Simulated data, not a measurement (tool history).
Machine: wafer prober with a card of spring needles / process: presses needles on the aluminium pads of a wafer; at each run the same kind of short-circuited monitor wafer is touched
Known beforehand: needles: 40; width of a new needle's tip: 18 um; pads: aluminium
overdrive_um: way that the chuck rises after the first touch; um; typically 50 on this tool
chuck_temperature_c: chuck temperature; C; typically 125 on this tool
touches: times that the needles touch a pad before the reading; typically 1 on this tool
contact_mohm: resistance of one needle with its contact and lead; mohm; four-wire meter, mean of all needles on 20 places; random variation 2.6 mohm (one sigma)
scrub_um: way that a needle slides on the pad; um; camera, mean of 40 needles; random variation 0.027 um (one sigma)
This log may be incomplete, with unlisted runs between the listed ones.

Run 1, hour 0.0: usual settings. Result: contact_mohm 320 mohm, scrub_um 8.98 um.
At hour 15.5: tips cleaned on abrasive film.
At hour 29.3: tips cleaned on abrasive film.
Run 2, hour 29.3: usual settings. Result: contact_mohm 312 mohm, scrub_um 8.96 um.
At hour 45.1: tips cleaned on abrasive film.
At hour 59.7: tips cleaned on abrasive film.
Run 3, hour 60.8: usual settings but overdrive_um 53 um. Result: contact_mohm 357 mohm, scrub_um 9.48 um.
At hour 74.0: tips cleaned on abrasive film.
At hour 88.5: tips cleaned on abrasive film.
Run 4, hour 88.5: usual settings but overdrive_um 53 um. Result: contact_mohm 325 mohm, scrub_um 9.50 um.
At hour 103.6: tips cleaned on abrasive film.
At hour 118.3: tips cleaned on abrasive film.
At hour 132.1: tips cleaned on abrasive film.
Run 5, hour 132.1: usual settings but overdrive_um 53 um, touches 2. Result: contact_mohm 315 mohm, scrub_um 9.44 um.
At hour 148.7: tips cleaned on abrasive film.
At hour 165.0: tips cleaned on abrasive film.
Run 6, hour 168.1: usual settings. Result: contact_mohm 398 mohm, scrub_um 8.86 um.
At hour 179.9: tips cleaned on abrasive film.
At hour 194.9: tips cleaned on abrasive film.
Run 7, hour 197.1: usual settings. Result: contact_mohm 390 mohm, scrub_um 8.85 um.
At hour 210.5: tips cleaned on abrasive film.
At hour 225.2: tips cleaned on abrasive film.
At hour 239.5: tips cleaned on abrasive film.
Run 8, hour 239.5: usual settings but chuck_temperature_c 43 C. Result: contact_mohm 311 mohm, scrub_um 8.78 um.
At hour 254.6: tips cleaned on abrasive film.
Run 9, hour 264.5: usual settings but chuck_temperature_c 43 C. Result: contact_mohm 559 mohm, scrub_um 8.81 um.
At hour 270.7: tips cleaned on abrasive film.
At hour 285.3: tips cleaned on abrasive film.
Run 10, hour 288.3: usual settings but chuck_temperature_c 43 C. Result: contact_mohm 425 mohm, scrub_um 8.83 um.
At hour 300.9: tips cleaned on abrasive film.
At hour 316.8: tips cleaned on abrasive film.
Run 11, hour 328.3: usual settings but chuck_temperature_c 43 C. Result: contact_mohm 576 mohm, scrub_um 8.75 um.
At hour 331.7: tips cleaned on abrasive film.
At hour 347.1: tips cleaned on abrasive film.
At hour 362.0: tips cleaned on abrasive film.
Run 12, hour 367.6: usual settings but chuck_temperature_c 43 C. Result: contact_mohm 498 mohm, scrub_um 8.74 um.
At hour 377.6: tips cleaned on abrasive film.
At hour 391.0: tips cleaned on abrasive film.
Run 13, hour 398.1: usual settings but chuck_temperature_c 25 C. Result: contact_mohm 521 mohm, scrub_um 8.73 um.
At hour 404.9: tips cleaned on abrasive film.
At hour 419.5: tips cleaned on abrasive film.
At hour 429.1: height of the first contact set anew.
At hour 434.9: tips cleaned on abrasive film.
At hour 448.2: tips cleaned on abrasive film.
Run 14, hour 448.8: usual settings. Result: contact_mohm 341 mohm, scrub_um 8.59 um.
At hour 464.0: tips cleaned on abrasive film.
At hour 480.6: tips cleaned on abrasive film.
Run 15, hour 487.8: usual settings. Result: contact_mohm 528 mohm, scrub_um 8.58 um.
At hour 497.1: tips cleaned on abrasive film.
At hour 513.1: tips cleaned on abrasive film.
At hour 527.9: tips cleaned on abrasive film.
Run 16, hour 529.6: usual settings but touches 3. Result: contact_mohm 333 mohm, scrub_um 8.53 um.
At hour 542.1: tips cleaned on abrasive film.
At hour 558.1: tips cleaned on abrasive film.
Run 17, hour 570.3: usual settings but chuck_temperature_c 67 C. Result: contact_mohm 626 mohm, scrub_um 8.50 um.
At hour 573.7: tips cleaned on abrasive film.
At hour 588.5: tips cleaned on abrasive film.
Run 18, hour 596.8: usual settings but chuck_temperature_c 67 C. Result: contact_mohm 543 mohm, scrub_um 8.49 um.
At hour 603.5: tips cleaned on abrasive film.
At hour 618.4: tips cleaned on abrasive film.
At hour 633.7: tips cleaned on abrasive film.
Run 19, hour 644.7: usual settings but overdrive_um 37 um, chuck_temperature_c 29 C, touches 2. Result: contact_mohm 679 mohm, scrub_um 6.10 um.
At hour 648.1: tips cleaned on abrasive film.
At hour 663.4: tips cleaned on abrasive film.
At hour 677.6: tips cleaned on abrasive film.
At hour 693.2: tips cleaned on abrasive film.
Run 20, hour 695.4: usual settings but overdrive_um 42 um, chuck_temperature_c 62 C, touches 2. Result: contact_mohm 385 mohm, scrub_um 6.92 um.
At hour 707.7: tips cleaned on abrasive film.
At hour 714.6: height of the first contact set anew, once more.
At hour 723.7: tips cleaned on abrasive film.
At hour 740.3: tips cleaned on abrasive film.
Run 21, hour 746.0: usual settings but overdrive_um 52 um, chuck_temperature_c 100 C, touches 3. Result: contact_mohm 354 mohm, scrub_um 9.36 um.
At hour 754.5: tips cleaned on abrasive film.
At hour 769.9: tips cleaned on abrasive film.
At hour 785.6: tips cleaned on abrasive film.
Run 22, hour 789.5: usual settings but overdrive_um 52 um, chuck_temperature_c 100 C, touches 3. Result: contact_mohm 344 mohm, scrub_um 9.35 um.
At hour 799.0: tips cleaned on abrasive film.
At hour 814.5: tips cleaned on abrasive film.
At hour 829.0: tips cleaned on abrasive film.
Run 23, hour 830.8: usual settings but overdrive_um 32 um, chuck_temperature_c 100 C, touches 2. Result: contact_mohm 442 mohm, scrub_um 5.63 um.
At hour 845.0: tips cleaned on abrasive film.
At hour 858.3: tips cleaned on abrasive film.
At hour 873.9: tips cleaned on abrasive film.
Run 24, hour 879.4: usual settings. Result: contact_mohm 478 mohm, scrub_um 8.95 um.
At hour 888.4: tips cleaned on abrasive film.
At hour 903.5: tips cleaned on abrasive film.
At hour 917.7: tips cleaned on abrasive film.
Run 25, hour 921.5: usual settings but touches 3. Result: contact_mohm 355 mohm, scrub_um 8.87 um.
At hour 933.8: tips cleaned on abrasive film.
At hour 948.8: tips cleaned on abrasive film.
At hour 963.4: tips cleaned on abrasive film.
Run 26, hour 971.4: usual settings but touches 3. Result: contact_mohm 385 mohm, scrub_um 8.82 um.
At hour 978.1: tips cleaned on abrasive film.
At hour 993.6: tips cleaned on abrasive film.
At hour 1008.8: tips cleaned on abrasive film.
Run 27, hour 1019.4: usual settings but overdrive_um 36 um, chuck_temperature_c 54 C, touches 2. Result: contact_mohm 653 mohm, scrub_um 6.28 um.
At hour 1022.8: tips cleaned on abrasive film.
At hour 1036.8: tips cleaned on abrasive film.
At hour 1052.9: tips cleaned on abrasive film.
Run 28, hour 1058.7: usual settings but overdrive_um 61 um, chuck_temperature_c 57 C, touches 2. Result: contact_mohm 374 mohm, scrub_um 10.79 um.
At hour 1068.7: tips cleaned on abrasive film.
At hour 1085.3: tips cleaned on abrasive film.
At hour 1099.8: tips cleaned on abrasive film.
Run 29, hour 1099.8: usual settings but overdrive_um 35 um, chuck_temperature_c 95 C, touches 2. Result: contact_mohm 324 mohm, scrub_um 6.04 um.
At hour 1115.6: tips cleaned on abrasive film.
At hour 1132.0: tips cleaned on abrasive film.
Run 30, hour 1142.5: usual settings but overdrive_um 35 um, chuck_temperature_c 76 C, touches 2. Result: contact_mohm 679 mohm, scrub_um 6.06 um.

Forecast each of these 3 alternatives for the next run:
At hour 1148.6: tips cleaned on abrasive film.
At hour 1163.9: tips cleaned on abrasive film.
Run A, hour 1176.6: usual settings but overdrive_um 32 um. Result: contact_mohm ?, scrub_um ?.
At hour 1148.6: tips cleaned on abrasive film.
At hour 1163.9: tips cleaned on abrasive film.
Run B, hour 1176.6: usual settings but overdrive_um 35 um, chuck_temperature_c 84 C, touches 2. Result: contact_mohm ?, scrub_um ?.
At hour 1148.6: tips cleaned on abrasive film.
At hour 1163.9: tips cleaned on abrasive film.
Run C, hour 1176.6: usual settings but overdrive_um 64 um, chuck_temperature_c 37 C. Result: contact_mohm ?, scrub_um ?.

run  contact_mohm  scrub_um
  A          1064      5.45
  B           703      5.97
  C           482     11.26
With the hidden condition removed and each run's random variation left untouched, the same runs would have given:
run  contact_mohm  scrub_um
  A           314      5.79
  B           296      6.32
  C           263     11.61
